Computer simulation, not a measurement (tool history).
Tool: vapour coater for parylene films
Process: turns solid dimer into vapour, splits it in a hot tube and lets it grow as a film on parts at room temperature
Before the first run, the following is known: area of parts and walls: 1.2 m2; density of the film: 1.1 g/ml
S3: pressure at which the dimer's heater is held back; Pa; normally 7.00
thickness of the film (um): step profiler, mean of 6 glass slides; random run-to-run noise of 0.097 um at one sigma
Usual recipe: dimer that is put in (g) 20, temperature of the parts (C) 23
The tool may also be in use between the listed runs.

Run 1, day 0.000: usual settings. Result: thickness of the film (um) 11.79.
Run 2, day 1.200: usual settings but S3 2.08 Pa. Result: thickness of the film (um) 12.45.
Run 3, day 3.012: usual settings but dimer that is put in (g) 17, S3 2.08 Pa. Result: thickness of the film (um) 10.68.
Run 4, day 4.421: usual settings. Result: thickness of the film (um) 11.41.
Run 5, day 5.317: usual settings but dimer that is put in (g) 14. Result: thickness of the film (um) 8.12.
Run 6, day 6.817: usual settings but dimer that is put in (g) 14. Result: thickness of the film (um) 8.01.
Run 7, day 8.350: usual settings but temperature of the parts (C) 19. Result: thickness of the film (um) 12.42.
Run 8, day 9.233: usual settings but dimer that is put in (g) 13, temperature of the parts (C) 19, S3 2.76 Pa. Result: thickness of the film (um) 8.69.
Run 9, day 11.108: usual settings but dimer that is put in (g) 13, temperature of the parts (C) 19, S3 2.76 Pa. Result: thickness of the film (um) 8.45.
Run 10, day 12.388: usual settings but dimer that is put in (g) 18, temperature of the parts (C) 20, S3 3.81 Pa. Result: thickness of the film (um) 11.21.
Run 11, day 14.179: usual settings but dimer that is put in (g) 29, S3 8.57 Pa. Result: thickness of the film (um) 15.60.

For each run, the measured value with the value that run would have given without the tool's hidden condition subtracted. The run-to-run variation is shared by both, the gauge scatter possibly not:
Hidden conditions of the tool in this case: vapour lost through the trap's worn valve, %; true temperature of the parts over the reading, C; drift of the gauge itself on film_um, %.
run  thickness of the film (um)
  1                       -0.08
  2                       -0.14
  3                       -0.21
  4                       -0.29
  5                       -0.24
  6                       -0.29
  7                       -0.53
  8                       -0.40
  9                       -0.46
 10                       -0.68
 11                       -1.09
